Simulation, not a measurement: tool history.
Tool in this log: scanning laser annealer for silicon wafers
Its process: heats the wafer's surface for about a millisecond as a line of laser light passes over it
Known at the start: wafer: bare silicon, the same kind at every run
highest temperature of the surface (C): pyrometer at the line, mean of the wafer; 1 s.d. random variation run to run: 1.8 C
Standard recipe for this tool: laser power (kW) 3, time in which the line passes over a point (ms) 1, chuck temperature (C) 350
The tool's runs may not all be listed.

| run | hour | laser power (kW) | time in which the line passes over a point (ms) | chuck temperature (C) | highest temperature of the surface (C) |
|---|---|---|---|---|---|
| 1 | 0 | 3 | 1 | 350 | 1035 |
| 2 | 20 | 3 | 1 | 350 | 1034 |
| 3 | 58 | 3 | 1 | 350 | 1034 |
| 4 | 77.2 | 3 | 1 | 350 | 1028 |
| 5 | 98.9 | 3 | 1 | 350 | 1033 |
| 6 | 145.8 | 3 | 1.08 | 350 | 1058 |
| 7 | 168.8 | 3 | 1.08 | 350 | 1059 |
| 8 | 196.5 | 3 | 1 | 350 | 1029 |
| 9 | 232 | 3 | 1 | 350 | 1024 |
| 10 | 274.6 | 3 | 1 | 350 | 1026 |
| 11 | 294.2 | 2.806 | 1 | 353 | 976 |

Run 12 comes next. What will it give?
| 12 | 323.6 | 2.703 | 0.72 | 352 | ? |

{"run 12": {"highest temperature of the surface (C)": 843}}
Without the tool's hidden state the same run would have given highest temperature of the surface (C) 864.

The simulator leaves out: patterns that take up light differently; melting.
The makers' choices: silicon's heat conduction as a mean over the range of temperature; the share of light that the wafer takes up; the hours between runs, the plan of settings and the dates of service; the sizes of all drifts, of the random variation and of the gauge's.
